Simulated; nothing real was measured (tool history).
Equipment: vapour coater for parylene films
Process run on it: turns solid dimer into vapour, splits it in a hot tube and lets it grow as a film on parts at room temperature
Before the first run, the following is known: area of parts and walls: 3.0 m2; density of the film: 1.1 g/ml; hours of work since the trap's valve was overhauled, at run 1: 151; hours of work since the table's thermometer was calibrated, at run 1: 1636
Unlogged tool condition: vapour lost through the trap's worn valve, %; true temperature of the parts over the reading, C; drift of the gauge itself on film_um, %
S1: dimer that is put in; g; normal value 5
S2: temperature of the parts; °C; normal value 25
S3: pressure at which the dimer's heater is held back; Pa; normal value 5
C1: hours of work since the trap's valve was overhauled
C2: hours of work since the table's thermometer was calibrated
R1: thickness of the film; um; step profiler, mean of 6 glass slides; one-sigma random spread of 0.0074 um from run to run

run    hour  S1  S2    S3   C1    C2     R1
  1       0   5  25     5  151  1636  1.078
  2    38.7   5  25     5  174  1659  1.075
  3    70.7   5  25     5  193  1678  1.068
  4   120.9   5  25     5  223  1708  1.076
      160.1  -- trap's valve overhauled
  5   190.3   5  25     5   18  1747  0.998
  6   247.1   5  25     5   52  1781  0.989
  7   292.7   5  25  4.82   79  1808   0.98
  8   344.3   5  25  2.01  110  1839  1.098
  9   406.3   5  25  2.01  147  1875  1.085
 10   442.2   6  25     5  168  1897  1.129
 11   482.1   6  25     5  192  1921  1.122
      498.5  -- table's thermometer calibrated
      535.2  -- trap's valve overhauled, once more
 12   554.4   6  25  3.64   11    31  1.454
 13   598.6   7  25     5   38    57  1.613
 14   650.5   5  25  2.95   69    88  1.219
 15   684.8   5  25  2.95   89   109  1.204
 16   733.1   5  25  2.95  118   137  1.199
 17   789.4   5  25  2.95  151   171  1.189
 18   835.1   5  25  2.95  179   198  1.185
 19   885.1   5  25  2.95  208   228  1.176
 20     916   5  25     5  227   246  1.086
      951.7  -- trap's valve overhauled
 21     979   5  37     5   16   281  0.895
 22  1049.3   5  25     5   58   323  1.124
 23  1106.9   2  25     5   92   357  0.446
 24  1175.8   5  33     5  133   398  0.924
 25  1230.9   7  24  3.71  166   431  1.629
 26  1271.4   3  25     5  190   455  0.641
 27  1324.4   3  24  3.23  222   487  0.705
     1369.7  -- trap's valve overhauled
 28  1373.6   8  25  5.79    2   514  1.795
 29  1426.5   3  23  3.26   34   545   0.76
 30  1472.3   4  33     5   61   573  0.762
 31  1540.7   4  19     5  102   613  1.008
 32  1602.9   6  19     5  139   650  1.489
 33  1663.1   6  18  4.63  175   686  1.531
 34  1731.5   6  35  7.93  215   727  0.987
 35  1771.8   6  23  7.93  239   751  1.257
     1782.8  -- trap's valve overhauled
 36    1837   6  23  7.93   32   787  1.321
 37  1911.7   6  25     5   77   832  1.334
 38  1942.5   6  29  7.02   95   850  1.174
 39  1985.2   4  25  3.06  120   876   0.95
 40  2055.9   4  25  3.06  163   918  0.945
 41  2095.2   5  26  3.63  186   941  1.102
 42  2147.8   3  27  2.26  217   972  0.701
     2197.4  -- trap's valve overhauled
 43  2216.5   3  27  2.26   11  1011   0.74
 44  2285.2   3  27  2.26   52  1052  0.731
 45  2345.7   6  17  2.89   88  1088  1.701
 46  2391.5   5  24  8.74  116  1115  1.035
 47  2430.7   5  25  2.45  139  1138   1.23
 48  2495.8   5  25  2.45  178  1177  1.197

Hidden state or all else? Some run-to-run changes of R1, split into what the settings, what came in and random variation would give without the hidden state, and what is left for the hidden state (with any gauge scatter that isn't in both results):
Run 11 -> 12: S3 5 -> 3.64, table's thermometer calibrated, trap's valve overhauled, once more. R1 +0.332 um: hidden state +0.256, all else +0.076.
Run 20 -> 21: S2 25 -> 37, trap's valve overhauled. R1 -0.191 um: hidden state +0.07, all else -0.261.
Run 25 -> 26: S1 7 -> 3, S2 24 -> 25, S3 3.71 -> 5. R1 -0.988 um: hidden state +0.055, all else -1.043.
Run 27 -> 28: S1 3 -> 8, S2 24 -> 25, S3 3.23 -> 5.79, trap's valve overhauled. R1 +1.09 um: hidden state +0.041, all else +1.049.
Run 28 -> 29: S1 8 -> 3, S2 25 -> 23, S3 5.79 -> 3.26. R1 -1.035 um: hidden state +0.002, all else -1.037.
Run 35 -> 36: trap's valve overhauled. R1 +0.064 um: hidden state +0.077, all else -0.013.
